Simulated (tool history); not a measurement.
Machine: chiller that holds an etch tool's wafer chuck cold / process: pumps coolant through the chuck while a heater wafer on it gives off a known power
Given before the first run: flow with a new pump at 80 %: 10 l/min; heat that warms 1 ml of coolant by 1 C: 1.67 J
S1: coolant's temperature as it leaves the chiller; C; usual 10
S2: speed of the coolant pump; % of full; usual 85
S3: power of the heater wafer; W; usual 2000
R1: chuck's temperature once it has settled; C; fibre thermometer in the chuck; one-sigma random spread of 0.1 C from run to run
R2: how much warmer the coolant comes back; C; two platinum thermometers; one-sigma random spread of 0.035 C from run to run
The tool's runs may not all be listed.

Run 1, hour 0: usual settings. Result: R1 23 C, R2 6.74 C.
Run 2, hour 30.3: usual settings. Result: R1 23.1 C, R2 6.77 C.
Run 3, hour 50.5: usual settings but S3 2899 W. Result: R1 28.9 C, R2 9.73 C.
Run 4, hour 84.6: usual settings but S3 2899 W. Result: R1 28.8 C, R2 9.69 C.
Run 5, hour 125.7: usual settings. Result: R1 23.1 C, R2 6.67 C.
Run 6, hour 158.8: usual settings but S1 15 C. Result: R1 28.1 C, R2 6.58 C.
Run 7, hour 197.3: usual settings but S1 15 C. Result: R1 28 C, R2 6.67 C.
Run 8, hour 227.3: usual settings. Result: R1 23.1 C, R2 6.66 C.
Run 9, hour 247.1: usual settings but S1 13 C. Result: R1 26.2 C, R2 6.69 C.
Run 10, hour 284.9: usual settings but S1 13 C. Result: R1 26 C, R2 6.58 C.
Run 11, hour 307.5: usual settings but S1 1 C. Result: R1 14.1 C, R2 6.64 C.
Run 12, hour 333.9: usual settings but S1 1 C. Result: R1 14.1 C, R2 6.57 C.
Run 13, hour 364.1: usual settings but S3 2011 W. Result: R1 23.1 C, R2 6.59 C.
Run 14, hour 381.3: usual settings but S3 1542 W. Result: R1 19.9 C, R2 4.94 C.
Run 15, hour 408.9: usual settings but S1 8 C. Result: R1 20.9 C, R2 6.56 C.
Run 16, hour 437.9: usual settings but S3 2169 W. Result: R1 24.3 C, R2 7.07 C.
Run 17, hour 475.9: usual settings but S1 3 C, S2 63 % of full, S3 1154 W. Result: R1 13 C, R2 5.12 C.
Run 18, hour 498.4: usual settings but S1 11 C, S2 76 % of full, S3 1706 W. Result: R1 23.1 C, R2 6.21 C.
Run 19, hour 521.4: usual settings but S1 19 C, S2 75 % of full. Result: R1 33.6 C, R2 7.37 C.

Predict the results of run 20:
Run 20, hour 541: usual settings but S1 19 C, S2 86 % of full, S3 2684 W. Result: R1 ?, R2 ?.

R1: 36.3 C
R2: 8.67 C
Had the tool carried no hidden state, the very same run would have given R1 36.3 C, R2 8.92 C.

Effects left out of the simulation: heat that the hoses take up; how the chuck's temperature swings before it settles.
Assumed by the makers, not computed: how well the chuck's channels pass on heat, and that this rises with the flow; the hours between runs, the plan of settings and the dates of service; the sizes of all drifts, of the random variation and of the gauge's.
